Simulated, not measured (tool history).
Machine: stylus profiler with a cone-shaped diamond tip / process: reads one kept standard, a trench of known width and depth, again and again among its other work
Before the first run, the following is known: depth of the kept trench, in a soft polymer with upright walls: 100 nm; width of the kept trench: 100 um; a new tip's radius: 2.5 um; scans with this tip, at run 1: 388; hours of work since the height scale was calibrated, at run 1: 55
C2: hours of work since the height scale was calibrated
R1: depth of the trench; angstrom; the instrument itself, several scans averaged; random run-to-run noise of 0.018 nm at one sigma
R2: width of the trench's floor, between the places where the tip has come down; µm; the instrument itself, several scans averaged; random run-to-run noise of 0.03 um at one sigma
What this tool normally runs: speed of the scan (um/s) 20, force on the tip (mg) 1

run 1 hour=0 | speed_of_the_scan_(um/s)=20 force_on_the_tip_(mg)=1 | scans_with_this_tip=388 C2=55 | R1=1008.8 R2=98.45
run 2 hour=22 | speed_of_the_scan_(um/s)=20 force_on_the_tip_(mg)=1.66 | scans_with_this_tip=462 C2=65 | R1=1012.2 R2=98.48
run 3 hour=42.3 | speed_of_the_scan_(um/s)=20 force_on_the_tip_(mg)=1 | scans_with_this_tip=531 C2=75 | R1=1008.4 R2=98.59
run 4 hour=56.3 | speed_of_the_scan_(um/s)=20 force_on_the_tip_(mg)=1 | scans_with_this_tip=578 C2=82 | R1=1008.4 R2=98.5
run 5 hour=73.6 | speed_of_the_scan_(um/s)=20 force_on_the_tip_(mg)=1 | scans_with_this_tip=636 C2=90 | R1=1008.8 R2=98.51
run 6 hour=93.3 | speed_of_the_scan_(um/s)=20 force_on_the_tip_(mg)=1 | scans_with_this_tip=703 C2=99 | R1=1008.4 R2=98.45
run 7 hour=119.8 | speed_of_the_scan_(um/s)=7 force_on_the_tip_(mg)=1 | scans_with_this_tip=793 C2=112 | R1=1008.3 R2=98.51
run 8 hour=134 | speed_of_the_scan_(um/s)=28 force_on_the_tip_(mg)=1 | scans_with_this_tip=841 C2=119 | R1=1008.8 R2=98.41
run 9 hour=157.9 | speed_of_the_scan_(um/s)=28 force_on_the_tip_(mg)=1 | scans_with_this_tip=922 C2=130 | R1=1008.4 R2=98.42
run 10 hour=181.8 | speed_of_the_scan_(um/s)=28 force_on_the_tip_(mg)=1 | scans_with_this_tip=1002 C2=142 | R1=1008.4 R2=98.38
run 11 hour=205.2 | speed_of_the_scan_(um/s)=11 force_on_the_tip_(mg)=0.46 | scans_with_this_tip=1082 C2=153 | R1=1004.8 R2=98.51
run 12 hour=219.9 | speed_of_the_scan_(um/s)=11 force_on_the_tip_(mg)=0.46 | scans_with_this_tip=1131 C2=160 | R1=1004.5 R2=98.47
run 13 hour=246.4 | speed_of_the_scan_(um/s)=20 force_on_the_tip_(mg)=0.94 | scans_with_this_tip=1221 C2=173 | R1=1008 R2=98.43
run 14 hour=258 | speed_of_the_scan_(um/s)=58 force_on_the_tip_(mg)=2.49 | scans_with_this_tip=1260 C2=178 | R1=1015.3 R2=98.27
run 15 hour=271.4 | speed_of_the_scan_(um/s)=28 force_on_the_tip_(mg)=0.61 | scans_with_this_tip=1305 C2=185 | R1=1005.7 R2=98.29
run 16 hour=290.5 | speed_of_the_scan_(um/s)=28 force_on_the_tip_(mg)=0.61 | scans_with_this_tip=1370 C2=194 | R1=1005.7 R2=98.34
run 17 hour=317.4 | speed_of_the_scan_(um/s)=61 force_on_the_tip_(mg)=0.61 | scans_with_this_tip=1461 C2=207 | R1=1005.6 R2=98.06

How would selected steps in R1 from run to run divide? Give the signed amount a tool lacking its hidden state would still show from settings, what came in and random variation, and the signed amount left for the hidden state, including any gauge scatter that is not in both of the compared results.
Unlogged tool condition in this case: radius of the tip, um; height scale over the true one, %; drift of the gauge itself on depth_nm, %; drift of the gauge itself on floor_um, %.
Run 2 -> 3: force on the tip (mg) 1.66 -> 1. R1 -3.8 angstrom: hidden state -0.1, all else -3.7.
Run 14 -> 15: speed of the scan (um/s) 58 -> 28, force on the tip (mg) 2.49 -> 0.61. R1 -9.6 angstrom: hidden state +0, all else -9.6.
